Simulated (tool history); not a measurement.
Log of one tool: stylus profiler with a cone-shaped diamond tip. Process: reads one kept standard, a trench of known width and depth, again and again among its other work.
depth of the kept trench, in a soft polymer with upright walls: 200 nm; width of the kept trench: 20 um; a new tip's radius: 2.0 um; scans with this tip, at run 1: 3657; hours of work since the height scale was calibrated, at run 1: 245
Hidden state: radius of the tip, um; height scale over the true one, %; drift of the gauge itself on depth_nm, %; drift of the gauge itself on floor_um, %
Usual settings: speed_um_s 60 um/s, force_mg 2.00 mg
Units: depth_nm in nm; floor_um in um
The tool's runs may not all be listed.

| run | hour | speed_um_s | force_mg | scans with this tip | hours of work since the height scale was calibrated | depth_nm | floor_um |
|---|---|---|---|---|---|---|---|
| 1 | 0.0 | 60 | 2.00 | 3657 | 245 | 201.29 | 17.94 |
| 2 | 22.6 | 60 | 2.00 | 3836 | 257 | 201.24 | 17.86 |
| 3 | 48.9 | 60 | 2.00 | 4045 | 271 | 201.12 | 17.87 |
| 4 | 61.1 | 60 | 2.00 | 4142 | 278 | 201.17 | 17.82 |
| 5 | 80.9 | 79 | 2.00 | 4299 | 288 | 201.21 | 17.77 |
| 6 | 93.1 | 79 | 2.00 | 4396 | 295 | 201.12 | 17.76 |
| 7 | 118.1 | 79 | 2.00 | 4594 | 308 | 201.22 | 17.72 |
| 8 | 140.8 | 79 | 2.00 | 4774 | 320 | 201.15 | 17.71 |
| 9 | 162.9 | 79 | 2.00 | 4949 | 332 | 201.25 | 17.77 |
| 10 | 190.3 | 60 | 2.00 | 5167 | 346 | 201.18 | 17.87 |
| 11 | 205.9 | 60 | 2.00 | 5290 | 355 | 201.18 | 17.90 |
| 12 | 225.4 | 60 | 2.00 | 5445 | 365 | 201.08 | 17.87 |
| 13 | 252.9 | 60 | 2.00 | 5663 | 380 | 201.21 | 17.89 |
| 14 | 280.4 | 60 | 2.00 | 5881 | 394 | 201.20 | 17.86 |
| 15 | 298.9 | 60 | 2.00 | 6028 | 404 | 201.16 | 17.84 |
| 16 | 311.3 | 60 | 2.00 | 6126 | 411 | 201.22 | 17.86 |
| 17 | 326.6 | 60 | 2.00 | 6247 | 419 | 201.25 | 17.89 |
| 18 | 347.6 | 60 | 2.00 | 6413 | 430 | 201.25 | 17.86 |
| 19 | 372.5 | 60 | 2.00 | 6611 | 443 | 201.11 | 17.85 |
| 20 | 385.0 | 60 | 1.47 | 6710 | 450 | 200.95 | 17.77 |
| 21 | 411.8 | 60 | 1.47 | 6923 | 464 | 200.98 | 17.81 |
| 22 | 432.3 | 60 | 1.47 | 7085 | 475 | 200.98 | 17.78 |
| 23 | 444.4 | 60 | 1.47 | 7181 | 481 | 200.96 | 17.83 |
| 24 | 459.1 | 60 | 1.47 | 7298 | 489 | 200.97 | 17.80 |
| 25 | 482.7 | 66 | 3.48 | 7485 | 502 | 201.71 | 17.92 |
| 26 | 498.9 | 194 | 3.89 | 7614 | 510 | 201.89 | 17.35 |
| 27 | 525.2 | 156 | 2.68 | 7822 | 524 | 201.51 | 17.37 |
| 28 | 552.2 | 16 | 4.72 | 8036 | 539 | 202.11 | 18.16 |
| 29 | 579.6 | 39 | 0.68 | 8254 | 553 | 200.54 | 17.83 |
| 30 | 603.5 | 39 | 0.68 | 8443 | 566 | 200.65 | 17.74 |
| 31 | 617.9 | 113 | 1.68 | 8557 | 574 | 201.11 | 17.44 |
| 32 | 644.9 | 142 | 2.28 | 8771 | 588 | 201.19 | 17.42 |
| 33 | 656.5 | 142 | 1.54 | 8863 | 594 | 201.08 | 17.21 |
| 34 | 669.4 | 19 | 1.16 | 8965 | 601 | 200.87 | 18.06 |
| 35 | 683.7 | 19 | 1.16 | 9079 | 609 | 200.81 | 18.10 |
| 36 | 703.9 | 19 | 1.16 | 9239 | 619 | 200.88 | 18.08 |
| 37 | 723.5 | 19 | 1.16 | 9394 | 630 | 200.69 | 18.13 |
| 38 | 747.7 | 76 | 3.04 | 9586 | 643 | 201.63 | 17.84 |
| 39 | 766.4 | 76 | 3.04 | 9734 | 653 | 201.51 | 17.91 |
| 40 | 782.1 | 17 | 1.00 | 9859 | 661 | 200.79 | 18.07 |
| 41 | 796.3 | 160 | 2.33 | 9972 | 669 | 201.29 | 17.30 |
| 42 | 815.8 | 52 | 2.00 | 10126 | 679 | 201.16 | 17.88 |
| 43 | 837.2 | 52 | 2.00 | 10295 | 690 | 201.10 | 17.95 |
| 44 | 865.3 | 47 | 0.73 | 10519 | 705 | 200.65 | 17.74 |
| 45 | 893.4 | 15 | 1.06 | 10741 | 720 | 200.73 | 18.09 |
| 46 | 916.9 | 32 | 0.72 | 10928 | 733 | 200.56 | 17.91 |

Forecast each of these 5 alternatives for the next run:
| A | 930.1 | 23 | 0.77 | 11033 | 740 | ? | ? |
| B | 930.1 | 64 | 1.12 | 11033 | 740 | ? | ? |
| C | 930.1 | 67 | 1.75 | 11033 | 740 | ? | ? |
| D | 930.1 | 53 | 2.36 | 11033 | 740 | ? | ? |
| E | 930.1 | 29 | 2.00 | 11033 | 740 | ? | ? |

| run | depth_nm | floor_um |
|---|---|---|
| A | 200.66 | 18.04 |
| B | 200.93 | 17.71 |
| C | 201.16 | 17.81 |
| D | 201.18 | 17.92 |
| E | 201.22 | 18.03 |
Without the tool's hidden state the same runs would have given:
| run | depth_nm | floor_um |
|---|---|---|
| A | 200.65 | 18.05 |
| B | 200.92 | 17.72 |
| C | 201.15 | 17.82 |
| D | 201.17 | 17.93 |
| E | 201.21 | 18.04 |
